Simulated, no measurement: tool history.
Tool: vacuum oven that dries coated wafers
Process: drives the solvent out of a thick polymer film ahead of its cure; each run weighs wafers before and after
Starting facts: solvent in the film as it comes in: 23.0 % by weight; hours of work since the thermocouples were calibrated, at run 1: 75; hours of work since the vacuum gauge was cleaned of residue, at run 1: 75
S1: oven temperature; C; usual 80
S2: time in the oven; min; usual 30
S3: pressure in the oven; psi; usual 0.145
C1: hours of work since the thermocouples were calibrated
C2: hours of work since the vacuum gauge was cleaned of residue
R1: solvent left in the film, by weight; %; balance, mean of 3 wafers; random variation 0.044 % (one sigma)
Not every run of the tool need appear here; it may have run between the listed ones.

run	hour	S1	S2	S3	C1	C2	R1
1	0	80	30	0.145	75	75	1.6
2	11.5	80	30	0.145	81	81	1.65
3	25.2	80	31	0.145	87	87	1.48
4	47.1	80	31	0.145	98	98	1.54
5	59.2	80	30	0.1	104	104	1.51
6	74.8	80	30	0.471	111	111	2.57
7	95.8	80	49	0.471	122	122	1.65
8	114.3	80	49	0.471	131	131	1.63
9	131.8	83	49	0.471	139	139	1.37
10	146.5	80	17	0.294	146	146	4.68
11	160.8	80	34	0.579	153	153	2.5
12	179.8	80	34	0.579	163	163	2.58
13	201.1	93	25	0.579	173	173	1.12
14	217.9	80	30	0.148	181	181	1.63
15	230.7	92	15	0.094	187	187	0.8

Run 16 is up next; what results do you expect?
16	251.3	82	40	0.321	197	197	?

Run 16 came out at R1 1.08 %.
Minus the tool's unlogged condition, the same run would have read R1 1.08 %.
